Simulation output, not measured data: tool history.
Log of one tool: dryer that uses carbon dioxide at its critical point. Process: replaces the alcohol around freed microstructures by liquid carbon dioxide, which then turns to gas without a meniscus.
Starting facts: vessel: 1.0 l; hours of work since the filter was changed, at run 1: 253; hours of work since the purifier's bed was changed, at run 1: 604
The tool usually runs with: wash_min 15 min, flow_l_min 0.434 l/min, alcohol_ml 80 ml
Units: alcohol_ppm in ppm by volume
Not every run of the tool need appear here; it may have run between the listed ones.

run	hour	wash_min	flow_l_min	alcohol_ml	hours of work since the filter was changed	hours of work since the purifier's bed was changed	alcohol_ppm
1	0	15	0.434	80	253	604	597
2	19	15	0.434	80	262	613	584
3	36.4	15	0.434	80	269	620	591
# hour 53.2: purifier's bed changed
4	57	15	0.434	80	277	2	349
5	89.1	15	0.434	80	291	16	346
6	123.3	15	0.434	80	307	31	361
7	151.1	15	0.434	80	319	44	382
8	172.3	15	0.434	71	329	53	339
9	205.3	15	0.434	71	343	68	346
10	231.5	9	0.434	80	355	79	3243
11	257.3	9	0.434	80	366	91	3291
12	289.5	9	0.434	80	381	105	3318
13	313.9	9	0.434	80	392	116	3382
14	346.6	12	0.458	77	406	131	910
15	380.1	12	0.458	77	421	146	915
16	412.5	20	0.434	111	436	160	173
17	442.9	20	0.457	44	449	174	100
18	467.8	15	0.434	88	460	185	535
19	487.3	15	0.366	26	469	193	406
20	510.9	15	0.366	26	479	204	406
# hour 524.6: inlet filter changed
21	530.4	15	0.366	26	3	212	317

Below are 4 alternative next runs, each starting from the tool's condition after run 21. Predict each:
A	553	11	0.434	106	13	222	?
B	553	17	0.698	87	13	222	?
C	553	12	0.66	22	13	222	?
D	553	20	0.366	24	13	222	?

run	alcohol_ppm
A	1621
B	97
C	109
D	150
Without the tool's hidden state the same runs would have given:
run	alcohol_ppm
A	1512
B	2
C	13
D	56

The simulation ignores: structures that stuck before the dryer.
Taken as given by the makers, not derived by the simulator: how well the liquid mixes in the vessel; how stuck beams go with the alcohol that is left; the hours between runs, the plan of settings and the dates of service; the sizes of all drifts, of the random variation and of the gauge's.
